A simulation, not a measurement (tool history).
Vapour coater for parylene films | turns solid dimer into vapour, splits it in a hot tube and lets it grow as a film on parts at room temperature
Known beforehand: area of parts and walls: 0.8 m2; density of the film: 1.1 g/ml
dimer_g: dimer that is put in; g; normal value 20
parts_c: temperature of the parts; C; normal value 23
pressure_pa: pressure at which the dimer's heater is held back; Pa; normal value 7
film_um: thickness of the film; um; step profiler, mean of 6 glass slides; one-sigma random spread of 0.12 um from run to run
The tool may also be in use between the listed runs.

{"run": 1, "day": 0.0, "dimer_g": 20, "parts_c": 23, "pressure_pa": 7, "film_um": 14.52}
{"run": 2, "day": 0.588, "dimer_g": 21, "parts_c": 23, "pressure_pa": 7, "film_um": 14.99}
{"run": 3, "day": 1.908, "dimer_g": 21, "parts_c": 23, "pressure_pa": 7, "film_um": 14.9}
{"run": 4, "day": 2.679, "dimer_g": 21, "parts_c": 23, "pressure_pa": 7, "film_um": 14.93}
{"run": 5, "day": 4.021, "dimer_g": 21, "parts_c": 23, "pressure_pa": 7, "film_um": 14.87}
{"run": 6, "day": 4.608, "dimer_g": 21, "parts_c": 23, "pressure_pa": 4.59, "film_um": 15.16}
{"run": 7, "day": 5.492, "dimer_g": 20, "parts_c": 24, "pressure_pa": 7, "film_um": 13.43}
{"run": 8, "day": 6.708, "dimer_g": 20, "parts_c": 23, "pressure_pa": 4.11, "film_um": 14.59}
{"run": 9, "day": 7.475, "dimer_g": 20, "parts_c": 23, "pressure_pa": 4.11, "film_um": 14.52}
{"run": 10, "day": 8.212, "dimer_g": 20, "parts_c": 23, "pressure_pa": 7, "film_um": 14.08}
{"run": 11, "day": 9.617, "dimer_g": 20, "parts_c": 23, "pressure_pa": 7, "film_um": 14.2}
{"run": 12, "day": 11.025, "dimer_g": 20, "parts_c": 23, "pressure_pa": 7, "film_um": 14.35}
{"run": 13, "day": 12.046, "dimer_g": 20, "parts_c": 23, "pressure_pa": 7, "film_um": 14.33}
{"run": 14, "day": 12.888, "dimer_g": 20, "parts_c": 20, "pressure_pa": 7, "film_um": 16.31}
{"run": 15, "day": 13.846, "dimer_g": 20, "parts_c": 20, "pressure_pa": 7, "film_um": 16.49}
{"run": 16, "day": 14.512, "dimer_g": 30, "parts_c": 23, "pressure_pa": 7, "film_um": 21.22}
{"run": 17, "day": 15.229, "dimer_g": 30, "parts_c": 23, "pressure_pa": 7, "film_um": 21.26}
{"run": 18, "day": 15.838, "dimer_g": 30, "parts_c": 23, "pressure_pa": 7, "film_um": 21.07}
{"run": 19, "day": 16.592, "dimer_g": 30, "parts_c": 23, "pressure_pa": 7, "film_um": 21.01}
{"run": 20, "day": 17.879, "dimer_g": 30, "parts_c": 23, "pressure_pa": 7, "film_um": 21.42}
{"run": 21, "day": 19.283, "dimer_g": 20, "parts_c": 23, "pressure_pa": 5.53, "film_um": 14.39}
{"run": 22, "day": 20.079, "dimer_g": 20, "parts_c": 22, "pressure_pa": 7, "film_um": 14.82}
{"run": 23, "day": 21.121, "dimer_g": 20, "parts_c": 23, "pressure_pa": 7, "film_um": 14.19}
{"run": 24, "day": 21.717, "dimer_g": 20, "parts_c": 23, "pressure_pa": 7, "film_um": 14.06}
{"run": 25, "day": 22.992, "dimer_g": 28, "parts_c": 29, "pressure_pa": 7, "film_um": 14.8}
{"run": 26, "day": 23.692, "dimer_g": 17, "parts_c": 23, "pressure_pa": 3.49, "film_um": 12.43}
{"run": 27, "day": 24.4, "dimer_g": 31, "parts_c": 17, "pressure_pa": 7, "film_um": 29.73}
{"day": 25.092, "done": "trap's valve overhauled"}
{"run": 28, "day": 25.454, "dimer_g": 31, "parts_c": 17, "pressure_pa": 7, "film_um": 29.55}
{"run": 29, "day": 26.142, "dimer_g": 20, "parts_c": 23, "pressure_pa": 2.31, "film_um": 14.96}
{"run": 30, "day": 26.796, "dimer_g": 27, "parts_c": 23, "pressure_pa": 4.81, "film_um": 19.69}
{"run": 31, "day": 28.042, "dimer_g": 13, "parts_c": 26, "pressure_pa": 5.33, "film_um": 8.11}
{"run": 32, "day": 28.812, "dimer_g": 13, "parts_c": 26, "pressure_pa": 5.33, "film_um": 8.15}
{"run": 33, "day": 30.138, "dimer_g": 10, "parts_c": 22, "pressure_pa": 5.33, "film_um": 7.57}
{"run": 34, "day": 31.379, "dimer_g": 10, "parts_c": 22, "pressure_pa": 5.33, "film_um": 7.6}
{"run": 35, "day": 32.271, "dimer_g": 28, "parts_c": 23, "pressure_pa": 3.23, "film_um": 20.69}
{"run": 36, "day": 33.362, "dimer_g": 28, "parts_c": 23, "pressure_pa": 3.23, "film_um": 20.97}
{"run": 37, "day": 34.367, "dimer_g": 28, "parts_c": 23, "pressure_pa": 3.23, "film_um": 20.78}
{"run": 38, "day": 35.312, "dimer_g": 28, "parts_c": 23, "pressure_pa": 3.23, "film_um": 20.55}
{"run": 39, "day": 36.625, "dimer_g": 28, "parts_c": 23, "pressure_pa": 3.23, "film_um": 20.67}
{"run": 40, "day": 37.679, "dimer_g": 20, "parts_c": 30, "pressure_pa": 3.51, "film_um": 10.48}
{"run": 41, "day": 38.296, "dimer_g": 20, "parts_c": 30, "pressure_pa": 3.51, "film_um": 10.61}
{"run": 42, "day": 39.546, "dimer_g": 20, "parts_c": 30, "pressure_pa": 3.51, "film_um": 10.53}
{"run": 43, "day": 40.708, "dimer_g": 20, "parts_c": 30, "pressure_pa": 3.51, "film_um": 10.51}
{"run": 44, "day": 41.762, "dimer_g": 14, "parts_c": 23, "pressure_pa": 5.42, "film_um": 10.19}
{"run": 45, "day": 42.917, "dimer_g": 14, "parts_c": 23, "pressure_pa": 5.42, "film_um": 10.05}
{"run": 46, "day": 43.642, "dimer_g": 14, "parts_c": 23, "pressure_pa": 5.42, "film_um": 10.02}
{"run": 47, "day": 44.392, "dimer_g": 20, "parts_c": 20, "pressure_pa": 7, "film_um": 16.41}

Below, some changes in film_um between adjacent runs. For each, the amount present without the hidden state too (settings, incoming material, random variation) and the amount remaining for the hidden state with gauge scatter not shared by both compared results:
What the log doesn't record here: vapour lost through the trap's worn valve, %; true temperature of the parts over the reading, C; drift of the gauge itself on film_um, %.
Run 20 -> 21: dimer_g 30 -> 20, pressure_pa 7 -> 5.53. film_um -7.03 um: hidden state +0.03, all else -7.06.
Run 26 -> 27: dimer_g 17 -> 31, parts_c 23 -> 17, pressure_pa 3.49 -> 7. film_um +17.3 um: hidden state -0.1, all else +17.4.
Run 27 -> 28: trap's valve overhauled. film_um -0.18 um: hidden state +0.2, all else -0.38.
Run 28 -> 29: dimer_g 31 -> 20, parts_c 17 -> 23, pressure_pa 7 -> 2.31. film_um -14.59 um: hidden state -0.02, all else -14.57.
Run 34 -> 35: dimer_g 10 -> 28, parts_c 22 -> 23, pressure_pa 5.33 -> 3.23. film_um +13.09 um: hidden state -0.01, all else +13.1.
